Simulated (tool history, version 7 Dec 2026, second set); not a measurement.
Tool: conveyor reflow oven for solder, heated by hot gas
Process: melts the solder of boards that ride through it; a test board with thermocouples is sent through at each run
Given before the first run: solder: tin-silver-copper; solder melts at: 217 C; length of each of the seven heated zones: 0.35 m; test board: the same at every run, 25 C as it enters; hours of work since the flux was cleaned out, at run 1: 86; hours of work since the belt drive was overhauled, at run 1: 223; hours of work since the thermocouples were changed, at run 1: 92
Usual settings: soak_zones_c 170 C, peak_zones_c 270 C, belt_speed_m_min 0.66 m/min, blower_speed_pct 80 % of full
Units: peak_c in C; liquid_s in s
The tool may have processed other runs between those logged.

run,day,soak_zones_c,peak_zones_c,belt_speed_m_min,blower_speed_pct,hours of work since the flux was cleaned out,hours of work since the belt drive was overhauled,hours of work since the thermocouples were changed,peak_c,liquid_s
1,0,170,270,0.66,80,86,223,92,254.7,48.8
2,0.2,170,270,0.66,80,88,226,94,255.1,48.4
3,0.442,170,284,0.66,80,91,228,97,267.3,54.3
4,0.825,170,270,0.66,77,96,233,102,254.5,48.1
5,1.138,167,270,0.66,80,99,237,105,254.6,47.4
6,1.329,167,270,0.66,80,102,239,107,254.7,47.5
7,1.633,167,270,0.66,80,105,242,111,254.5,47.5
8,1.975,167,270,0.66,80,109,246,115,254.3,47.3
9,2.183,167,270,0.66,80,111,249,117,254.4,47.5
10,2.475,170,270,0.66,80,115,252,121,254.8,48.5
11,2.658,176,270,0.669,80,117,254,123,255.4,49.7
12,2.912,177,273,0.665,56,120,257,126,253.1,47.9
13,3.329,177,273,0.665,56,125,262,131,253,48.1
# day 3.558: flux residue cleaned out of gas plates and filters
14,3.846,160,260,0.689,73,3,266,134,241.6,34.3
15,4.229,159,260,0.728,64,8,270,139,236.8,27.5
# day 4.512: flux residue cleaned out of gas plates and filters, once more
16,4.838,159,260,0.728,64,4,275,143,238,28.9
17,5.021,159,260,0.542,64,6,277,145,247.8,51.7
18,5.238,170,270,0.766,66,8,279,148,247.3,36.3
19,5.658,173,264,0.684,66,13,284,153,246.8,42.1
20,5.858,173,269,0.715,52,16,286,155,245.4,37.8

Forecast each of these 5 alternatives for the next run:
A,6.229,176,270,0.744,80,20,291,159,?,?
B,6.229,172,270,0.66,82,20,291,159,?,?
C,6.229,173,263,0.633,52,20,291,159,?,?
D,6.229,159,283,0.606,80,20,291,159,?,?
E,6.229,173,282,0.753,52,20,291,159,?,?

run,peak_c,liquid_s
A,252.9,42.9
B,255.9,50
C,244.9,43.6
D,268.2,57.2
E,253.5,40.8
What these runs would have given with no unlogged condition in the tool:
run,peak_c,liquid_s
A,252.9,42.7
B,256,49.7
C,244.9,43.3
D,268.3,56.9
E,253.5,40.5

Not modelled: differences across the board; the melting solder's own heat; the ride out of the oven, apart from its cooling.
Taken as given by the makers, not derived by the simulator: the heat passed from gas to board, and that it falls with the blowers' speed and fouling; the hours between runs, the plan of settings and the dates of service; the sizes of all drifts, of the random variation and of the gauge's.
